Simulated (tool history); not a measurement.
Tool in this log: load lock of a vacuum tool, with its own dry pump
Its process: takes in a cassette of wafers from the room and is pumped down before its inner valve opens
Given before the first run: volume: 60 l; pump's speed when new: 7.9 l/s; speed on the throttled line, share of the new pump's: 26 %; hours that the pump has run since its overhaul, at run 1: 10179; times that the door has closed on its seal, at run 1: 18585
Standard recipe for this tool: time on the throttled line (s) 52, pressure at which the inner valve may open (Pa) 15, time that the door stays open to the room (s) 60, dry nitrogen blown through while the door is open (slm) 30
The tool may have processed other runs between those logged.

run,hour,time on the throttled line (s),pressure at which the inner valve may open (Pa),time that the door stays open to the room (s),dry nitrogen blown through while the door is open (slm),hours that the pump has run since its overhaul,times that the door has closed on its seal,"incoming humidity of the room's air, %",time from the closed door until the inner valve may open (s),rise of the pressure with all valves shut (Pa/min)
1,0.0,52,15,60,30,10179,18585,48.4,106.4,0.034
2,386.9,36,15,60,30,10566,19162,40.7,93.3,0.029
3,765.4,36,15,60,30,10945,19726,43.8,94.0,0.027
4,979.4,36,15,60,30,11159,20046,48.9,94.2,0.026
5,1422.9,36,15,60,30,11602,20707,44.4,93.5,0.027
6,1743.0,52,15,60,6,11922,21184,47.0,107.1,0.055
7,2030.8,52,15,60,6,12210,21614,44.2,105.9,0.046
8,2372.0,34,15,60,30,12551,22123,42.4,93.2,0.030
9,2680.9,34,15,60,30,12860,22583,45.0,94.1,0.030
10,3053.2,52,15,60,30,13233,23139,46.5,106.0,0.028
11,3365.1,52,15,60,30,13545,23604,46.0,105.0,0.033
12,3625.2,52,15,60,9,13805,23992,46.2,106.5,0.051
13,4001.9,52,15,60,30,14181,24553,42.0,105.6,0.027
14,4379.1,52,15,60,30,14558,25116,49.0,106.2,0.031
15,4891.4,52,15,60,30,15071,25880,45.7,105.7,0.026
16,5217.3,52,15,60,26,15397,26366,42.8,107.4,0.032
17,5725.3,52,15,60,26,15905,27124,47.5,106.5,0.034
# hour 5832.0: dry pump taken out, an overhauled one fitted
18,6234.7,52,15,60,30,403,27875,46.3,107.6,0.033
19,6694.2,53,15,60,30,862,28560,44.8,107.0,0.028
20,6922.7,53,16,60,30,1091,28901,46.1,105.1,0.028
21,7351.3,53,16,60,30,1519,29540,42.2,106.7,0.026
22,7661.3,52,16,60,30,1829,30002,41.5,106.2,0.029
23,7994.1,52,16,60,30,2162,30499,44.4,107.5,0.030
24,8338.3,65,23,34,20,2506,31012,43.7,112.0,0.020
25,8819.8,103,15,45,30,2988,31730,47.2,143.9,0.027
26,9222.6,70,10,189,8,3391,32331,47.4,123.2,0.117
27,9469.0,30,17,143,30,3637,32699,46.2,89.7,0.057
28,9971.5,61,14,35,39,4139,33448,45.3,114.2,0.014
29,10277.7,52,15,60,27,4446,33905,43.5,104.9,0.030
30,10612.6,37,29,225,38,4781,34404,46.8,88.6,0.069
31,11111.6,52,10,217,12,5280,35148,45.7,109.1,0.108
32,11369.2,52,15,60,8,5537,35533,45.3,106.1,0.054
33,11751.6,52,14,193,18,5920,36103,47.5,106.9,0.085
34,12117.7,52,21,59,17,6286,36649,43.7,103.5,0.031
35,12516.7,52,26,60,13,6685,37244,44.2,100.9,0.044
36,13007.1,52,15,60,42,7175,37975,47.2,106.6,0.031
37,13285.6,41,29,74,44,7454,38391,42.6,92.5,0.023

Predict each of these 4 candidate next runs independently; none follows another, all start after run 37:
A,13543.4,40,22,60,10,7711,38775,47.5,?,?
B,13543.4,45,15,60,6,7711,38775,44.2,?,?
C,13543.4,56,15,60,30,7711,38775,49.4,?,?
D,13543.4,41,29,232,30,7711,38775,41.3,?,?

run,time from the closed door until the inner valve may open (s),rise of the pressure with all valves shut (Pa/min)
A,94.7,0.049
B,100.7,0.052
C,110.0,0.032
D,92.3,0.065
Take away the tool's hidden state, keep each run's random variation, and the runs would have read:
run,time from the closed door until the inner valve may open (s),rise of the pressure with all valves shut (Pa/min)
A,94.7,0.048
B,100.6,0.051
C,109.9,0.031
D,92.3,0.064

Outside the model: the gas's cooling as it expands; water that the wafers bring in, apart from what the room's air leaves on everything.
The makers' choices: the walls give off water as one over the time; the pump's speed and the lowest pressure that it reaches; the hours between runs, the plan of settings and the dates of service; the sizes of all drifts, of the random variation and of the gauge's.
